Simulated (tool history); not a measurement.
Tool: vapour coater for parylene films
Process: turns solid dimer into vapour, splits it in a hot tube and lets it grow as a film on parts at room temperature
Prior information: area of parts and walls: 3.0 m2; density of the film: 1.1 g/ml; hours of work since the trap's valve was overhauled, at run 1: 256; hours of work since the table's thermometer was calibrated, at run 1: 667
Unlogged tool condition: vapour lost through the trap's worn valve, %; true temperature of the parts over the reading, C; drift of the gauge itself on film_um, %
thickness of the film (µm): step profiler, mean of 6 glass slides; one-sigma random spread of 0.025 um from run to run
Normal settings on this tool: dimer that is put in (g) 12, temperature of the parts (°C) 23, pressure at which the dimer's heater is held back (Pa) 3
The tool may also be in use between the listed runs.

run    hour  dimer that is put in (g)  temperature of the parts (°C)  pressure at which the dimer's heater is held back (Pa)  hours of work since the trap's valve was overhauled  hours of work since the table's thermometer was calibrated  thickness of the film (µm)
  1       0                        12                             23                                                       3                                                  256                                                         667                        2.97
       56.7  -- trap's valve overhauled
  2    58.5                        12                             23                                                       3                                                    1                                                         712                        2.94
  3   122.9                        12                             23                                                    6.22                                                   55                                                         766                        2.86
  4   181.9                        12                             23                                                       3                                                  105                                                         815                           3
  5   216.9                        12                             23                                                       3                                                  134                                                         845                        2.97
  6   243.4                        12                             23                                                     9.9                                                  156                                                         867                        2.78
  7   274.1                        12                             23                                                     9.9                                                  182                                                         892                        2.82
  8   306.9                        12                             23                                                     9.9                                                  209                                                         920                        2.79
  9   333.8                        12                             23                                                       3                                                  232                                                         942                        2.94
 10   364.9                        12                             23                                                       3                                                  258                                                         968                        2.99
      416.5  -- trap's valve overhauled
 11     425                        12                             23                                                       3                                                    7                                                        1015                        2.99
 12   478.4                        12                             23                                                    3.01                                                   52                                                        1060                        2.96
 13   530.3                        11                             17                                                    5.73                                                   95                                                        1103                        3.09
 14   581.6                         7                             21                                                    3.75                                                  138                                                        1146                         1.8
 15   642.9                         7                             24                                                    6.73                                                  189                                                        1197                        1.64
 16   681.1                        22                             23                                                       3                                                  221                                                        1229                        5.46
 17   728.4                        22                             23                                                       3                                                  261                                                        1269                        5.46
      778.8  -- trap's valve overhauled
 18   792.9                         7                             28                                                    2.55                                                   12                                                        1319                        1.51
 19   825.9                        14                             23                                                       3                                                   39                                                        1347                        3.43
 20   881.5                        14                             23                                                       3                                                   86                                                        1394                         3.4
 21   925.2                        14                             28                                                    5.88                                                  122                                                        1430                        2.96
 22   957.4                        11                             23                                                       3                                                  149                                                        1457                        2.73
 23  1020.8                        12                             18                                                    3.66                                                  202                                                        1510                        3.36

Describe how what the log doesn't record of the tool's condition differs between the last listed run preceding each entry between runs and the first listed run following it.
Logged between run 1 and run 2: trap's valve overhauled (hour 56.7)
  vapour lost through the trap's worn valve, %: 0.2 -> 0
Logged between run 10 and run 11: trap's valve overhauled (hour 416.5)
  vapour lost through the trap's worn valve, %: 0.2 -> 0; true temperature of the parts over the reading, C: 0.01 -> 0.02
Logged between run 17 and run 18: trap's valve overhauled (hour 778.8)
  vapour lost through the trap's worn valve, %: 0.2 -> 0
